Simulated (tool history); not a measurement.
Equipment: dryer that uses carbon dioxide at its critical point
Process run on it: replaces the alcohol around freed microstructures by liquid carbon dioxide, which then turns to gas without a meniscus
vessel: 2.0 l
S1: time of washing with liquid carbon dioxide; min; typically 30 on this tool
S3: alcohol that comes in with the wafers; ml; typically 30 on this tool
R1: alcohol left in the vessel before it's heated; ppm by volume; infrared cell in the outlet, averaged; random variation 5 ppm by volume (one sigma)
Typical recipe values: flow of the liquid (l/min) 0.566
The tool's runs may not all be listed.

Run 1, hour 0.0: usual settings. Result: R1 38 ppm by volume.
Run 2, hour 50.3: usual settings. Result: R1 49 ppm by volume.
Run 3, hour 95.1: usual settings. Result: R1 53 ppm by volume.
Run 4, hour 140.2: usual settings but S3 85 ml. Result: R1 79 ppm by volume.
Run 5, hour 187.1: usual settings. Result: R1 70 ppm by volume.
Run 6, hour 209.5: usual settings. Result: R1 74 ppm by volume.
Run 7, hour 245.8: usual settings. Result: R1 82 ppm by volume.
Run 8, hour 293.5: usual settings. Result: R1 79 ppm by volume.
Run 9, hour 334.3: usual settings but S1 29 min. Result: R1 85 ppm by volume.
Run 10, hour 371.9: usual settings but S1 29 min. Result: R1 106 ppm by volume.
At hour 394.9: inlet filter changed.
Run 11, hour 423.0: usual settings but S1 29 min. Result: R1 86 ppm by volume.
Run 12, hour 470.0: usual settings but S1 29 min. Result: R1 88 ppm by volume.
Run 13, hour 502.4: usual settings but S1 29 min. Result: R1 102 ppm by volume.
Run 14, hour 534.1: usual settings. Result: R1 92 ppm by volume.
Run 15, hour 563.8: usual settings. Result: R1 96 ppm by volume.
Run 16, hour 612.3: usual settings but S1 27 min, flow of the liquid (l/min) 0.362. Result: R1 273 ppm by volume.
Run 17, hour 634.8: usual settings but S1 27 min, flow of the liquid (l/min) 0.362. Result: R1 270 ppm by volume.
Run 18, hour 670.0: usual settings but flow of the liquid (l/min) 0.886. Result: R1 87 ppm by volume.
Run 19, hour 716.6: usual settings but flow of the liquid (l/min) 0.567, S3 70 ml. Result: R1 140 ppm by volume.
Run 20, hour 751.9: usual settings but S1 27 min, S3 47 ml. Result: R1 142 ppm by volume.
Run 21, hour 780.9: usual settings but flow of the liquid (l/min) 0.515, S3 45 ml. Result: R1 138 ppm by volume.
At hour 796.3: purifier's bed changed.
Run 22, hour 824.4: usual settings but flow of the liquid (l/min) 0.515, S3 45 ml. Result: R1 37 ppm by volume.
Run 23, hour 866.0: usual settings but flow of the liquid (l/min) 0.893, S3 39 ml. Result: R1 15 ppm by volume.
Run 24, hour 902.3: usual settings but S1 45 min, flow of the liquid (l/min) 0.663, S3 90 ml. Result: R1 17 ppm by volume.
Run 25, hour 950.6: usual settings but S1 27 min, flow of the liquid (l/min) 0.643, S3 55 ml. Result: R1 39 ppm by volume.
Run 26, hour 983.7: usual settings but S1 33 min, S3 21 ml. Result: R1 42 ppm by volume.
Run 27, hour 1013.0: usual settings but S1 22 min, S3 104 ml. Result: R1 374 ppm by volume.
Run 28, hour 1063.3: usual settings but S1 41 min, flow of the liquid (l/min) 0.801, S3 71 ml. Result: R1 30 ppm by volume.
At hour 1083.3: inlet filter changed.
Run 29, hour 1100.0: usual settings but flow of the liquid (l/min) 0.479. Result: R1 48 ppm by volume.

Consider 5 possible next runs. They are alternatives, not a sequence: every one starts from the tool as it was left by run 29. What does each give?
Run A, hour 1129.4: usual settings but S1 20 min, flow of the liquid (l/min) 0.854, S3 34 ml. Result: R1 ?.
Run B, hour 1129.4: usual settings but flow of the liquid (l/min) 0.833, S3 21 ml. Result: R1 ?.
Run C, hour 1129.4: usual settings but S1 18 min, flow of the liquid (l/min) 0.385. Result: R1 ?.
Run D, hour 1129.4: usual settings but S1 21 min, flow of the liquid (l/min) 0.434, S3 27 ml. Result: R1 ?.
Run E, hour 1129.4: usual settings but S1 25 min, flow of the liquid (l/min) 0.825, S3 60 ml. Result: R1 ?.

run   R1
  A   46
  B   42
  C  566
  D  216
  E   49
Without the tool's hidden state the same runs would have given:
run   R1
  A   12
  B    8
  C  512
  D  172
  E   14
